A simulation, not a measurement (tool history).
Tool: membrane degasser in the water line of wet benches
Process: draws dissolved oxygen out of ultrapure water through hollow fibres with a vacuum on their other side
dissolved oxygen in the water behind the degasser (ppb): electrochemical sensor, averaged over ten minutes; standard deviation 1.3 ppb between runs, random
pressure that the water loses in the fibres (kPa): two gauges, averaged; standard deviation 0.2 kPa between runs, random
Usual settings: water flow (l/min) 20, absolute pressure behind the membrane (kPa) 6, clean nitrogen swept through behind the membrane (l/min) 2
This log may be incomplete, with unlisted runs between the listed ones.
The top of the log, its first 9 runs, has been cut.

run    hour  water flow (l/min)  absolute pressure behind the membrane (kPa)  clean nitrogen swept through behind the membrane (l/min)  dissolved oxygen in the water behind the degasser (ppb)  pressure that the water loses in the fibres (kPa)
 10  1012.1                  20                                        14.99                                                         2                                                    348.8                                              46.34
 11  1183.3                  17                                            6                                                         2                                                    106.1                                              39.58
 12  1340.4                  17                                            6                                                         2                                                    106.4                                              39.67
 13  1495.8                  17                                            6                                                         2                                                    105.7                                              39.55
 14  1581.9                  17                                            6                                                         2                                                    107.5                                               39.5
 15  1754.8                  20                                            6                                                      3.07                                                      133                                              46.77
     1763.1  -- vacuum gauge calibrated
 16  1832.3                  20                                            6                                                      3.07                                                    135.7                                              46.65
 17  1928.6                  20                                            6                                                      3.07                                                    132.9                                              46.49
 18  2011.6                  20                                            6                                                      3.07                                                    138.1                                              46.77
 19  2152.3                  24                                            6                                                      1.55                                                    262.5                                              56.34
     2191.6  -- vacuum gauge calibrated, once more
 20  2245.5                  17                                        14.71                                                      1.19                                                    419.6                                              39.59
 21  2372.6                  31                                        14.71                                                      4.93                                                    471.3                                              72.89
 22  2493.5                  21                                            6                                                         2                                                    171.6                                              49.35
 23  2658.5                  12                                         4.79                                                      1.29                                                     46.4                                              28.76
 24  2732.9                  23                                         9.16                                                      1.05                                                    422.3                                              54.32
 25  2884.8                  23                                         9.16                                                      1.05                                                    414.5                                              54.28
 26  3047.1                  23                                         9.16                                                      1.05                                                    419.1                                              54.12
 27  3127.1                  24                                         9.53                                                         2                                                    339.3                                               56.7
 28  3291.7                  24                                         7.13                                                         2                                                    271.7                                               56.8
 29  3440.8                  15                                            6                                                      2.59                                                     70.3                                              35.31
 30  3562.3                  15                                            6                                                      2.59                                                     70.2                                              35.85
 31  3644.6                  15                                            6                                                      2.59                                                       73                                               35.5
 32  3792.4                  15                                            6                                                      2.59                                                     71.8                                               35.6

4 options for the next run, each taken on its own from the tool as it stands now. Forecast them:
  A  3897.4                  15                                        11.26                                                      2.59                                                        ?                                                  ?
  B  3897.4                  27                                         4.58                                                      0.93                                                        ?                                                  ?
  C  3897.4                  15                                            6                                                      3.08                                                        ?                                                  ?
  D  3897.4                  20                                            6                                                      1.79                                                        ?                                                  ?

run  dissolved oxygen in the water behind the degasser (ppb)  pressure that the water loses in the fibres (kPa)
  A                                                    146.1                                              35.69
  B                                                    318.4                                              64.62
  C                                                       66                                              35.51
  D                                                    167.1                                              47.38
Stripped of hidden state, with their random variation kept, the same runs would have yielded:
run  dissolved oxygen in the water behind the degasser (ppb)  pressure that the water loses in the fibres (kPa)
  A                                                    128.9                                               32.9
  B                                                    250.7                                              59.58
  C                                                     51.8                                              32.73
  D                                                    133.4                                              43.66
